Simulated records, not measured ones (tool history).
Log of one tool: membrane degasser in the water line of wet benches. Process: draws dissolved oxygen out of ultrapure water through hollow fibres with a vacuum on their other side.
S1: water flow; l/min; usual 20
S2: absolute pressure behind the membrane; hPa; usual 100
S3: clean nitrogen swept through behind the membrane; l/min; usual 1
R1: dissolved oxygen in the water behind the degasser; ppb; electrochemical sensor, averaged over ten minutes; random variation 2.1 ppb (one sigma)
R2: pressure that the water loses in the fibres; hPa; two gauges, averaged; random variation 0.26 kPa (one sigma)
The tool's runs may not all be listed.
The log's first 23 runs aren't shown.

run 24 day=93.908 | S1=22 S2=62 S3=1 | R1=150.3 R2=749.1
run 25 day=99.179 | S1=22 S2=62 S3=1 | R1=150.7 R2=744
run 26 day=101.75 | S1=16 S2=152 S3=0.63 | R1=625.3 R2=542.2
run 27 day=106.138 | S1=28 S2=100 S3=1.49 | R1=293.1 R2=951.5
run 28 day=109.442 | S1=28 S2=100 S3=1.49 | R1=291.6 R2=949.3
run 29 day=114.033 | S1=28 S2=142 S3=1.49 | R1=453.2 R2=944.4
run 30 day=119.675 | S1=15 S2=100 S3=0.83 | R1=268.5 R2=505
run 31 day=123.279 | S1=20 S2=100 S3=2.46 | R1=134.1 R2=675.6
run 32 day=126.483 | S1=24 S2=100 S3=1.35 | R1=271.5 R2=803.8

Forecast each of these 3 alternatives for the next run:
run A day=131.054 | S1=18 S2=113 S3=1.89 | R1=? R2=?
run B day=131.054 | S1=25 S2=111 S3=0.61 | R1=? R2=?
run C day=131.054 | S1=20 S2=171 S3=1 | R1=? R2=?

run=A R1=183.9 R2=605.6
run=B R1=615.7 R2=832.4
run=C R1=583.5 R2=672.3
Without the tool's hidden state the same runs would have given:
run=A R1=183.6 R2=628.8
run=B R1=615.2 R2=864.6
run=C R1=583.2 R2=698.3
